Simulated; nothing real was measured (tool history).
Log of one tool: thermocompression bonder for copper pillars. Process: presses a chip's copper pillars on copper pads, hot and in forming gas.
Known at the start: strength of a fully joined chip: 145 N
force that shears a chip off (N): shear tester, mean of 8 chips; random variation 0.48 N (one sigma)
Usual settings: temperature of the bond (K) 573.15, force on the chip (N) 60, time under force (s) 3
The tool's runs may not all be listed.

run    hour  temperature of the bond (K)  force on the chip (N)  time under force (s)  force that shears a chip off (N)
  1     0.0                       573.15                     60                     3                              84.2
  2    38.5                       573.15                     60                     3                              83.3
  3    96.1                       573.15                     60                     3                              84.4
  4   151.6                       573.15                     60                     3                              83.5
      178.7  -- forming gas filter changed
  5   240.5                       573.15                     60                     3                              84.1
  6   286.0                       573.15                     81                     3                              95.2
  7   354.6                       573.15                     42                     3                              72.2
  8   413.6                       573.15                     60                     2                              73.5
  9   502.3                       573.15                     60                     3                              84.6
      540.2  -- heater calibrated with a thermocouple chip
 10   576.6                       573.15                     60                     3                              84.8
      591.6  -- forming gas filter changed
 11   648.8                       573.15                     60                     3                              84.4
 12   715.7                       573.15                     60                     3                              84.6
 13   763.8                       573.15                     60                     3                              85.7
 14   812.6                       573.15                     60                     3                              86.1
 15   860.8                       573.15                     60                     3                              85.1
 16   937.8                       573.15                     48                     3                              77.6
     1002.0  -- forming gas filter changed
 17  1016.4                       573.15                     48                     3                              78.4
 18  1064.1                       573.15                     48                     3                              77.8
 19  1129.8                       573.15                     48                     3                              78.2
 20  1218.2                       573.15                     48                     3                              78.4
     1274.5  -- gauge calibrated
 21  1291.4                       545.15                     61                     5                              80.9
     1316.0  -- heater calibrated with a thermocouple chip
 22  1354.9                       545.15                     61                     5                              80.2
 23  1408.4                       545.15                     81                     5                              90.5
     1415.5  -- forming gas filter changed
 24  1461.3                       583.15                     85                     4                             108.4
 25  1530.6                       547.15                     41                     4                              64.4
     1568.3  -- force cell calibrated
 26  1575.4                       547.15                     50                     2                              54.3
 27  1619.5                       547.15                     50                     2                              54.8
 28  1704.6                       587.15                     47                     3                              84.1
 29  1777.3                       573.15                     53                     3                              80.6
     1828.2  -- forming gas filter changed
 30  1856.3                       563.15                     44                     6                              86.8
 31  1902.6                       581.15                     44                     8                             105.2
 32  1983.6                       602.15                     43                     2                              78.6
 33  2046.9                       602.15                     43                     2                              79.0
     2090.5  -- heater calibrated with a thermocouple chip
 34  2099.3                       583.15                     56                     3                              88.2
 35  2149.8                       545.15                     65                     3                              71.2
     2183.7  -- gauge calibrated
 36  2230.2                       545.15                     65                     3                              70.9
     2245.7  -- forming gas filter changed
 37  2278.4                       573.15                     42                     2                              62.8
 38  2368.3                       552.15                     84                     2                              73.1
 39  2452.3                       552.15                     84                     2                              73.5
 40  2494.1                       552.15                     72                     6                              96.5

Hidden state or all else? Some run-to-run changes of force that shears a chip off (N), split into what the settings, what came in and random variation would give without the hidden state, and what is left for the hidden state (with any gauge scatter that isn't in both results):
The hidden state here: true temperature of the bond over the reading, C; force that reaches the chip, % of what is set; oxide that the forming gas leaves, % of the face; drift of the gauge itself on shear_n, %.
Run 20 -> 21: temperature of the bond (K) 573.15 -> 545.15, force on the chip (N) 48 -> 61, time under force (s) 3 -> 5, gauge calibrated. force that shears a chip off (N) +2.5: hidden state -2.2, all else +4.7.
Run 24 -> 25: temperature of the bond (K) 583.15 -> 547.15, force on the chip (N) 85 -> 41. force that shears a chip off (N) -44.0: hidden state +0.0, all else -44.0.
Run 27 -> 28: temperature of the bond (K) 547.15 -> 587.15, force on the chip (N) 50 -> 47, time under force (s) 2 -> 3. force that shears a chip off (N) +29.3: hidden state +0.3, all else +29.0.
Run 31 -> 32: temperature of the bond (K) 581.15 -> 602.15, force on the chip (N) 44 -> 43, time under force (s) 8 -> 2. force that shears a chip off (N) -26.6: hidden state -0.2, all else -26.4.
Run 33 -> 34: temperature of the bond (K) 602.15 -> 583.15, force on the chip (N) 43 -> 56, time under force (s) 2 -> 3, heater calibrated with a thermocouple chip. force that shears a chip off (N) +9.2: hidden state +0.5, all else +8.7.
Run 35 -> 36: gauge calibrated. force that shears a chip off (N) -0.3: hidden state -1.4, all else +1.1.
